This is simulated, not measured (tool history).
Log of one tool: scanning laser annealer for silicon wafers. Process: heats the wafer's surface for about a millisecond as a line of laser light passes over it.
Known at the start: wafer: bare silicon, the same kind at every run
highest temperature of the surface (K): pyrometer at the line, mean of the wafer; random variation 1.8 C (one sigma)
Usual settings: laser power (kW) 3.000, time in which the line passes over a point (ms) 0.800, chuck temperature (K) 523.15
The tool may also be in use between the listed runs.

| run | hour | laser power (kW) | time in which the line passes over a point (ms) | chuck temperature (K) | highest temperature of the surface (K) |
|---|---|---|---|---|---|
| 1 | 0.0 | 3.000 | 0.800 | 523.15 | 1314.15 |
| 2 | 41.0 | 3.000 | 0.939 | 523.15 | 1384.15 |
| 3 | 95.2 | 3.000 | 0.868 | 523.15 | 1344.15 |
| 4 | 154.6 | 3.000 | 0.868 | 523.15 | 1345.15 |
| 5 | 198.0 | 3.000 | 0.868 | 523.15 | 1340.15 |
| 6 | 235.4 | 3.000 | 0.868 | 523.15 | 1341.15 |
| 7 | 275.7 | 3.000 | 0.868 | 523.15 | 1338.15 |
| 8 | 325.1 | 3.000 | 0.868 | 523.15 | 1332.15 |
| 9 | 363.1 | 3.000 | 0.868 | 523.15 | 1331.15 |
| 10 | 392.3 | 3.000 | 0.868 | 523.15 | 1334.15 |
| 11 | 424.8 | 3.000 | 0.868 | 523.15 | 1332.15 |
| 12 | 477.9 | 3.000 | 0.868 | 523.15 | 1331.15 |
| 13 | 543.4 | 3.000 | 0.868 | 523.15 | 1325.15 |
| 14 | 580.4 | 3.000 | 0.633 | 523.15 | 1198.15 |
| 15 | 638.9 | 3.000 | 0.633 | 523.15 | 1198.15 |
| 16 | 668.7 | 3.000 | 0.633 | 523.15 | 1196.15 |
| 17 | 717.4 | 3.000 | 0.633 | 523.15 | 1194.15 |
| 18 | 750.8 | 3.153 | 0.800 | 523.15 | 1330.15 |
| 19 | 808.8 | 3.153 | 0.955 | 523.15 | 1406.15 |
| 20 | 839.4 | 3.153 | 0.955 | 523.15 | 1406.15 |
| 21 | 887.7 | 2.981 | 0.591 | 523.15 | 1159.15 |
| 22 | 926.9 | 3.028 | 0.800 | 547.15 | 1307.15 |
| 23 | 973.5 | 3.295 | 0.669 | 527.15 | 1293.15 |
| 24 | 1043.6 | 3.295 | 0.669 | 527.15 | 1291.15 |
|  | 1077.1 | optics aligned, line set to its width |
| 25 | 1097.5 | 3.295 | 0.669 | 503.15 | 1295.15 |
| 26 | 1138.2 | 3.295 | 0.669 | 503.15 | 1290.15 |
| 27 | 1208.6 | 3.295 | 0.669 | 503.15 | 1292.15 |
| 28 | 1243.7 | 3.067 | 0.959 | 537.15 | 1402.15 |
| 29 | 1304.7 | 3.041 | 0.751 | 499.15 | 1255.15 |
|  | 1332.6 | window over the wafer cleaned |
| 30 | 1361.6 | 3.041 | 0.777 | 496.15 | 1291.15 |
| 31 | 1415.5 | 3.000 | 0.989 | 549.15 | 1440.15 |
| 32 | 1462.1 | 2.886 | 0.989 | 549.15 | 1394.15 |
| 33 | 1520.4 | 2.886 | 0.989 | 549.15 | 1393.15 |
| 34 | 1585.7 | 2.621 | 0.580 | 521.15 | 1084.15 |
| 35 | 1641.9 | 3.000 | 0.841 | 533.15 | 1339.15 |
| 36 | 1676.6 | 3.000 | 0.841 | 533.15 | 1337.15 |
| 37 | 1707.8 | 2.934 | 0.690 | 552.15 | 1259.15 |
| 38 | 1770.0 | 3.164 | 0.983 | 493.15 | 1427.15 |
| 39 | 1839.8 | 3.164 | 0.674 | 523.15 | 1283.15 |
| 40 | 1894.4 | 2.669 | 0.674 | 536.15 | 1145.15 |

Forecast each of these 5 alternatives for the next run:
| A | 1933.7 | 3.283 | 0.867 | 562.15 | ? |
| B | 1933.7 | 2.669 | 0.764 | 550.15 | ? |
| C | 1933.7 | 3.101 | 0.674 | 550.15 | ? |
| D | 1933.7 | 3.000 | 0.900 | 523.15 | ? |
| E | 1933.7 | 3.151 | 0.747 | 513.15 | ? |

| run | highest temperature of the surface (K) |
|---|---|
| A | 1468.15 |
| B | 1203.15 |
| C | 1287.15 |
| D | 1346.15 |
| E | 1307.15 |
Without the tool's hidden state the same runs would have given:
| run | highest temperature of the surface (K) |
|---|---|
| A | 1526.15 |
| B | 1245.15 |
| C | 1335.15 |
| D | 1399.15 |
| E | 1359.15 |
